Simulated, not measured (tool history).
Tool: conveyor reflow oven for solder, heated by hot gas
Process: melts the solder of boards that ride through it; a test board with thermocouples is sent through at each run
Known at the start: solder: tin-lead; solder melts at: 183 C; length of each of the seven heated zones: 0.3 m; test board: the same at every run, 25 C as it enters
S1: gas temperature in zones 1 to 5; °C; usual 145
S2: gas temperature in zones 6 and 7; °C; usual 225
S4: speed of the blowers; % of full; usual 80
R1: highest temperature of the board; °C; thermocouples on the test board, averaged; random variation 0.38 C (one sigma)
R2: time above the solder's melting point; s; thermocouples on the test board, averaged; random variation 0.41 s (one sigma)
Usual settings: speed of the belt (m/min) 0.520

run 1 hour=0.0 | S1=145 S2=225 speed_of_the_belt_(m/min)=0.520 S4=80 | R1=210.1 R2=49.3
run 2 hour=49.2 | S1=145 S2=223 speed_of_the_belt_(m/min)=0.520 S4=80 | R1=207.9 R2=47.6
run 3 hour=82.9 | S1=145 S2=223 speed_of_the_belt_(m/min)=0.520 S4=80 | R1=208.2 R2=47.3
run 4 hour=117.4 | S1=145 S2=223 speed_of_the_belt_(m/min)=0.520 S4=80 | R1=208.6 R2=47.6
run 5 hour=168.9 | S1=145 S2=223 speed_of_the_belt_(m/min)=0.520 S4=80 | R1=208.0 R2=47.4
run 6 hour=202.7 | S1=145 S2=225 speed_of_the_belt_(m/min)=0.520 S4=80 | R1=208.9 R2=48.2
-- hour=210.8 flux residue cleaned out of gas plates and filters
run 7 hour=248.5 | S1=145 S2=225 speed_of_the_belt_(m/min)=0.520 S4=80 | R1=211.7 R2=51.1
run 8 hour=274.0 | S1=145 S2=225 speed_of_the_belt_(m/min)=0.520 S4=80 | R1=211.6 R2=51.6
run 9 hour=305.4 | S1=145 S2=225 speed_of_the_belt_(m/min)=0.520 S4=80 | R1=212.0 R2=50.7
run 10 hour=339.1 | S1=145 S2=224 speed_of_the_belt_(m/min)=0.520 S4=80 | R1=210.9 R2=50.1
run 11 hour=381.1 | S1=145 S2=224 speed_of_the_belt_(m/min)=0.520 S4=80 | R1=211.5 R2=50.3
run 12 hour=415.7 | S1=145 S2=224 speed_of_the_belt_(m/min)=0.436 S4=80 | R1=215.4 R2=65.2
run 13 hour=468.2 | S1=145 S2=224 speed_of_the_belt_(m/min)=0.436 S4=80 | R1=214.9 R2=65.2
run 14 hour=499.7 | S1=145 S2=225 speed_of_the_belt_(m/min)=0.520 S4=80 | R1=210.9 R2=50.1
run 15 hour=527.7 | S1=132 S2=225 speed_of_the_belt_(m/min)=0.520 S4=80 | R1=208.7 R2=43.3
run 16 hour=554.1 | S1=141 S2=220 speed_of_the_belt_(m/min)=0.520 S4=80 | R1=206.6 R2=44.5
run 17 hour=593.6 | S1=141 S2=220 speed_of_the_belt_(m/min)=0.470 S4=80 | R1=208.9 R2=52.7
run 18 hour=629.8 | S1=141 S2=220 speed_of_the_belt_(m/min)=0.470 S4=80 | R1=208.5 R2=52.4
run 19 hour=680.3 | S1=146 S2=238 speed_of_the_belt_(m/min)=0.451 S4=62 | R1=221.1 R2=66.5
run 20 hour=733.3 | S1=146 S2=238 speed_of_the_belt_(m/min)=0.451 S4=62 | R1=220.8 R2=66.5
run 21 hour=758.6 | S1=145 S2=217 speed_of_the_belt_(m/min)=0.570 S4=80 | R1=201.3 R2=36.0
-- hour=801.0 flux residue cleaned out of gas plates and filters
run 22 hour=804.4 | S1=145 S2=217 speed_of_the_belt_(m/min)=0.570 S4=80 | R1=203.8 R2=39.9
-- hour=816.7 thermocouples of zones 6 and 7 changed
run 23 hour=855.1 | S1=147 S2=219 speed_of_the_belt_(m/min)=0.423 S4=67 | R1=207.5 R2=61.4
run 24 hour=903.1 | S1=147 S2=215 speed_of_the_belt_(m/min)=0.535 S4=67 | R1=198.9 R2=36.1
run 25 hour=956.3 | S1=140 S2=234 speed_of_the_belt_(m/min)=0.457 S4=67 | R1=218.0 R2=61.3
run 26 hour=993.9 | S1=158 S2=239 speed_of_the_belt_(m/min)=0.520 S4=80 | R1=225.1 R2=65.0
run 27 hour=1028.8 | S1=158 S2=239 speed_of_the_belt_(m/min)=0.557 S4=80 | R1=222.9 R2=59.3
run 28 hour=1068.0 | S1=158 S2=239 speed_of_the_belt_(m/min)=0.599 S4=80 | R1=220.6 R2=54.2
run 29 hour=1091.4 | S1=146 S2=239 speed_of_the_belt_(m/min)=0.599 S4=83 | R1=218.6 R2=47.8
-- hour=1124.7 belt drive overhauled, speed set with a stopwatch
run 30 hour=1127.9 | S1=145 S2=225 speed_of_the_belt_(m/min)=0.597 S4=80 | R1=205.8 R2=37.5

Some steps in R1 between neighbouring runs. How much of each would the tool show without its hidden state too (settings, what came in, random variation), and how much is left for the hidden state, with any gauge scatter that isn't in both results?
The hidden state here: heat that the gas passes to the board, % of a clean oven's; belt's true speed, % of the reading; true gas temperature in zones 6 and 7 over the reading, C; drift of the gauge itself on peak_c, C; drift of the gauge itself on liquid_s, %.
Run 6 -> 7: flux residue cleaned out of gas plates and filters. R1 +2.8 °C: hidden state +2.6, all else +0.2.
Run 20 -> 21: S1 146 -> 145, S2 238 -> 217, speed of the belt (m/min) 0.451 -> 0.570, S4 62 -> 80. R1 -19.5 °C: hidden state -0.6, all else -18.9.
Run 21 -> 22: flux residue cleaned out of gas plates and filters. R1 +2.5 °C: hidden state +2.7, all else -0.2.
Run 22 -> 23: S1 145 -> 147, S2 217 -> 219, speed of the belt (m/min) 0.570 -> 0.423, S4 80 -> 67, thermocouples of zones 6 and 7 changed. R1 +3.7 °C: hidden state -2.0, all else +5.7.
Run 24 -> 25: S1 147 -> 140, S2 215 -> 234, speed of the belt (m/min) 0.535 -> 0.457. R1 +19.1 °C: hidden state -0.2, all else +19.3.
Run 29 -> 30: S1 146 -> 145, S2 239 -> 225, speed of the belt (m/min) 0.599 -> 0.597, S4 83 -> 80, belt drive overhauled, speed set with a stopwatch. R1 -12.8 °C: hidden state -0.7, all else -12.1.

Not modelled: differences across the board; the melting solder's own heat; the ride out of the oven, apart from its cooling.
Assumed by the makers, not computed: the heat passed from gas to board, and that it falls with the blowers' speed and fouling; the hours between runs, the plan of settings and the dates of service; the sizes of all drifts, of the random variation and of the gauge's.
